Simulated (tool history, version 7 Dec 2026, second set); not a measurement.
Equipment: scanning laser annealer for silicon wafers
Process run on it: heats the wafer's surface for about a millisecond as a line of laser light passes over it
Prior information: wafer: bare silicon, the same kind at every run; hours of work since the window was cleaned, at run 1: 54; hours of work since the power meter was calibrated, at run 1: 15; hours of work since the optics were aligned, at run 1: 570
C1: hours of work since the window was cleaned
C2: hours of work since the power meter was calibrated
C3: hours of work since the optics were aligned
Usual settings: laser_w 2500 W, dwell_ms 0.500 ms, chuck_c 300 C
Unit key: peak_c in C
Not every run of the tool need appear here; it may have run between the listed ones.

Run 1, hour 0.0: usual settings; C1 54; C2 15; C3 570. Result: peak_c 1028 C.
Run 2, hour 9.3: usual settings but dwell_ms 0.411 ms; C1 58; C2 19; C3 575. Result: peak_c 949 C.
Run 3, hour 18.5: usual settings but dwell_ms 0.411 ms; C1 63; C2 24; C3 579. Result: peak_c 949 C.
Run 4, hour 26.8: usual settings but dwell_ms 0.411 ms; C1 67; C2 28; C3 583. Result: peak_c 950 C.
Run 5, hour 30.9: usual settings but laser_w 2555 W; C1 69; C2 30; C3 585. Result: peak_c 1044 C.
Run 6, hour 36.1: usual settings but laser_w 2555 W; C1 71; C2 32; C3 588. Result: peak_c 1046 C.
Run 7, hour 45.9: usual settings; C1 76; C2 37; C3 592. Result: peak_c 1027 C.
Run 8, hour 54.8: usual settings but dwell_ms 0.498 ms; C1 80; C2 41; C3 597. Result: peak_c 1023 C.
Run 9, hour 59.8: usual settings but laser_w 2511 W; C1 83; C2 44; C3 599. Result: peak_c 1026 C.
Run 10, hour 68.0: usual settings but laser_w 2511 W; C1 87; C2 48; C3 603. Result: peak_c 1030 C.
Run 11, hour 73.2: usual settings; C1 89; C2 50; C3 605. Result: peak_c 1026 C.
Run 12, hour 78.0: usual settings; C1 91; C2 52; C3 608. Result: peak_c 1024 C.
Run 13, hour 86.6: usual settings but dwell_ms 0.422 ms, chuck_c 317 C; C1 95; C2 56; C3 612. Result: peak_c 968 C.

Run 14 comes next. What will it give?
Run 14, hour 92.5: usual settings but dwell_ms 0.475 ms, chuck_c 317 C; C1 98; C2 59; C3 615. Result: peak_c ?.

Run 14 produced peak_c 1015 C.
On a tool with no hidden condition, and with the same random variation, this run would have come out at peak_c 1040 C.
